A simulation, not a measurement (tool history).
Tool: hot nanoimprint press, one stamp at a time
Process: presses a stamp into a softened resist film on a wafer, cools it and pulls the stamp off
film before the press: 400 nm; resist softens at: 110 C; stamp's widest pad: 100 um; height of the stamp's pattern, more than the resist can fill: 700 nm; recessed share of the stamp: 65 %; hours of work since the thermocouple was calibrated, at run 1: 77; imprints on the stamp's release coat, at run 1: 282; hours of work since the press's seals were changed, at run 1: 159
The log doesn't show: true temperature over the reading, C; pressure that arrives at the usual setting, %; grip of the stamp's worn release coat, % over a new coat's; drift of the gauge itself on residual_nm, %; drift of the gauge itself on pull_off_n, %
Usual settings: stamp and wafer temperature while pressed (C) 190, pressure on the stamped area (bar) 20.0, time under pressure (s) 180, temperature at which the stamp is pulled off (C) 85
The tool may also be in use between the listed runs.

| run | hour | stamp and wafer temperature while pressed (C) | pressure on the stamped area (bar) | time under pressure (s) | temperature at which the stamp is pulled off (C) | hours of work since the thermocouple was calibrated | imprints on the stamp's release coat | hours of work since the press's seals were changed | resist left under the stamp's widest pad (angstrom) | greatest force while the stamp is pulled off (N) |
|---|---|---|---|---|---|---|---|---|---|---|
| 1 | 0.0 | 190 | 20.0 | 180 | 85 | 77 | 282 | 159 | 1737 | 122 |
| 2 | 6.4 | 190 | 20.0 | 180 | 85 | 82 | 303 | 164 | 1753 | 126 |
| 3 | 15.6 | 190 | 20.0 | 180 | 85 | 89 | 333 | 171 | 1763 | 122 |
| 4 | 24.4 | 190 | 20.0 | 180 | 85 | 95 | 362 | 178 | 1744 | 122 |
| 5 | 29.3 | 190 | 20.0 | 114 | 85 | 99 | 379 | 182 | 2091 | 126 |
| 6 | 36.1 | 190 | 20.0 | 114 | 85 | 104 | 401 | 187 | 2106 | 131 |
| 7 | 44.0 | 190 | 20.0 | 114 | 85 | 110 | 427 | 193 | 2094 | 127 |
| 8 | 52.3 | 190 | 20.0 | 114 | 85 | 116 | 454 | 199 | 2119 | 130 |
| 9 | 60.5 | 190 | 20.0 | 114 | 85 | 123 | 481 | 205 | 2100 | 122 |
| 10 | 69.2 | 190 | 20.0 | 180 | 85 | 129 | 510 | 212 | 1744 | 126 |
| 11 | 77.8 | 190 | 20.0 | 180 | 85 | 136 | 538 | 218 | 1772 | 131 |
| 12 | 83.6 | 190 | 20.0 | 180 | 85 | 140 | 557 | 223 | 1755 | 131 |
| 13 | 91.4 | 190 | 20.0 | 180 | 85 | 146 | 583 | 228 | 1765 | 130 |
|  | 95.1 | plate thermocouple calibrated |
| 14 | 101.3 | 190 | 20.0 | 180 | 85 | 5 | 606 | 234 | 1790 | 135 |
| 15 | 107.2 | 190 | 20.0 | 106 | 72 | 9 | 625 | 238 | 2183 | 141 |
| 16 | 115.6 | 188 | 29.1 | 106 | 92 | 16 | 653 | 245 | 2024 | 127 |
| 17 | 121.8 | 178 | 20.0 | 113 | 85 | 20 | 673 | 249 | 3014 | 134 |
| 18 | 130.0 | 178 | 20.0 | 113 | 85 | 26 | 700 | 255 | 3004 | 130 |
|  | 134.6 | plate thermocouple calibrated, once more |
| 19 | 139.8 | 198 | 18.9 | 180 | 85 | 4 | 723 | 260 | 1309 | 136 |
| 20 | 146.1 | 181 | 21.0 | 197 | 76 | 9 | 743 | 265 | 2294 | 146 |
| 21 | 154.2 | 190 | 12.4 | 180 | 85 | 15 | 770 | 271 | 2097 | 138 |
| 22 | 163.9 | 190 | 20.0 | 180 | 74 | 22 | 802 | 279 | 1741 | 150 |
| 23 | 169.8 | 190 | 31.4 | 254 | 85 | 27 | 822 | 283 | 1241 | 140 |

Forecast each of these 5 alternatives for the next run:
| A | 176.9 | 190 | 15.4 | 180 | 85 | 32 | 845 | 289 | ? | ? |
| B | 176.9 | 188 | 12.9 | 224 | 85 | 32 | 845 | 289 | ? | ? |
| C | 176.9 | 190 | 14.6 | 254 | 85 | 32 | 845 | 289 | ? | ? |
| D | 176.9 | 198 | 12.1 | 204 | 85 | 32 | 845 | 289 | ? | ? |
| E | 176.9 | 190 | 17.2 | 104 | 85 | 32 | 845 | 289 | ? | ? |

| run | resist left under the stamp's widest pad (angstrom) | greatest force while the stamp is pulled off (N) |
|---|---|---|
| A | 1938 | 135 |
| B | 2069 | 140 |
| C | 1747 | 136 |
| D | 1545 | 140 |
| E | 2258 | 138 |
Without the tool's hidden state the same runs would have given:
| run | resist left under the stamp's widest pad (angstrom) | greatest force while the stamp is pulled off (N) |
|---|---|---|
| A | 1929 | 106 |
| B | 2060 | 110 |
| C | 1739 | 106 |
| D | 1539 | 110 |
| E | 2248 | 108 |
